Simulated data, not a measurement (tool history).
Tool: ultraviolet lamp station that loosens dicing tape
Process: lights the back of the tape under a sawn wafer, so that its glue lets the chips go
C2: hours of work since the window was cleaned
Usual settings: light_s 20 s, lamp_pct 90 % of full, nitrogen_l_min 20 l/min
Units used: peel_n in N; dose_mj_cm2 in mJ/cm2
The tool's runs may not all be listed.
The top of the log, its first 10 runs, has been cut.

{"run": 11, "hour": 289.5, "light_s": 20, "lamp_pct": 90, "nitrogen_l_min": 20, "hours of work of the lamp": 547, "C2": 435, "peel_n": 0.225, "dose_mj_cm2": 345}
{"hour": 299.9, "done": "window cleaned of glue's vapour"}
{"run": 12, "hour": 314.8, "light_s": 20, "lamp_pct": 90, "nitrogen_l_min": 20, "hours of work of the lamp": 560, "C2": 8, "peel_n": 0.259, "dose_mj_cm2": 315}
{"run": 13, "hour": 344.3, "light_s": 34, "lamp_pct": 90, "nitrogen_l_min": 20, "hours of work of the lamp": 575, "C2": 23, "peel_n": 0.153, "dose_mj_cm2": 531}
{"run": 14, "hour": 363.4, "light_s": 20, "lamp_pct": 90, "nitrogen_l_min": 26, "hours of work of the lamp": 585, "C2": 33, "peel_n": 0.239, "dose_mj_cm2": 310}
{"run": 15, "hour": 388.2, "light_s": 20, "lamp_pct": 90, "nitrogen_l_min": 26, "hours of work of the lamp": 598, "C2": 46, "peel_n": 0.256, "dose_mj_cm2": 309}
{"run": 16, "hour": 419.1, "light_s": 20, "lamp_pct": 90, "nitrogen_l_min": 26, "hours of work of the lamp": 614, "C2": 62, "peel_n": 0.246, "dose_mj_cm2": 304}
{"run": 17, "hour": 440.7, "light_s": 20, "lamp_pct": 90, "nitrogen_l_min": 26, "hours of work of the lamp": 625, "C2": 73, "peel_n": 0.254, "dose_mj_cm2": 297}
{"run": 18, "hour": 469.9, "light_s": 20, "lamp_pct": 90, "nitrogen_l_min": 26, "hours of work of the lamp": 641, "C2": 88, "peel_n": 0.249, "dose_mj_cm2": 297}
{"hour": 483.6, "done": "window cleaned of glue's vapour, once more"}
{"run": 19, "hour": 512.2, "light_s": 20, "lamp_pct": 90, "nitrogen_l_min": 26, "hours of work of the lamp": 662, "C2": 15, "peel_n": 0.167, "dose_mj_cm2": 393}
{"run": 20, "hour": 550.9, "light_s": 20, "lamp_pct": 90, "nitrogen_l_min": 26, "hours of work of the lamp": 682, "C2": 35, "peel_n": 0.176, "dose_mj_cm2": 385}
{"run": 21, "hour": 575.9, "light_s": 20, "lamp_pct": 89, "nitrogen_l_min": 26, "hours of work of the lamp": 695, "C2": 48, "peel_n": 0.176, "dose_mj_cm2": 378}
{"run": 22, "hour": 616.7, "light_s": 20, "lamp_pct": 89, "nitrogen_l_min": 26, "hours of work of the lamp": 717, "C2": 69, "peel_n": 0.183, "dose_mj_cm2": 370}
{"run": 23, "hour": 649.2, "light_s": 20, "lamp_pct": 79, "nitrogen_l_min": 35, "hours of work of the lamp": 734, "C2": 86, "peel_n": 0.204, "dose_mj_cm2": 327}
{"run": 24, "hour": 675.2, "light_s": 20, "lamp_pct": 87, "nitrogen_l_min": 9, "hours of work of the lamp": 747, "C2": 100, "peel_n": 0.323, "dose_mj_cm2": 355}
{"run": 25, "hour": 702.0, "light_s": 11, "lamp_pct": 71, "nitrogen_l_min": 17, "hours of work of the lamp": 761, "C2": 114, "peel_n": 0.868, "dose_mj_cm2": 161}
{"run": 26, "hour": 743.9, "light_s": 16, "lamp_pct": 71, "nitrogen_l_min": 17, "hours of work of the lamp": 783, "C2": 135, "peel_n": 0.516, "dose_mj_cm2": 224}
{"run": 27, "hour": 783.6, "light_s": 16, "lamp_pct": 71, "nitrogen_l_min": 17, "hours of work of the lamp": 803, "C2": 156, "peel_n": 0.527, "dose_mj_cm2": 223}
{"run": 28, "hour": 812.4, "light_s": 28, "lamp_pct": 71, "nitrogen_l_min": 11, "hours of work of the lamp": 818, "C2": 171, "peel_n": 0.258, "dose_mj_cm2": 381}
{"run": 29, "hour": 840.7, "light_s": 11, "lamp_pct": 76, "nitrogen_l_min": 6, "hours of work of the lamp": 833, "C2": 186, "peel_n": 1.297, "dose_mj_cm2": 161}
{"run": 30, "hour": 868.5, "light_s": 26, "lamp_pct": 90, "nitrogen_l_min": 6, "hours of work of the lamp": 848, "C2": 200, "peel_n": 0.273, "dose_mj_cm2": 449}
{"run": 31, "hour": 891.4, "light_s": 15, "lamp_pct": 90, "nitrogen_l_min": 12, "hours of work of the lamp": 859, "C2": 212, "peel_n": 0.485, "dose_mj_cm2": 254}
{"run": 32, "hour": 921.2, "light_s": 33, "lamp_pct": 66, "nitrogen_l_min": 37, "hours of work of the lamp": 875, "C2": 227, "peel_n": 0.153, "dose_mj_cm2": 405}
{"run": 33, "hour": 947.0, "light_s": 38, "lamp_pct": 68, "nitrogen_l_min": 12, "hours of work of the lamp": 888, "C2": 241, "peel_n": 0.171, "dose_mj_cm2": 476}

Forecast run 34:
{"run": 34, "hour": 981.2, "light_s": 38, "lamp_pct": 68, "nitrogen_l_min": 12, "hours of work of the lamp": 906, "C2": 259, "peel_n": "?", "dose_mj_cm2": "?"}

{"run 34": {"peel_n": 0.185, "dose_mj_cm2": 472}}
Had the tool carried no hidden state, the very same run would have given peel_n 0.14 N, dose_mj_cm2 706 mJ/cm2.
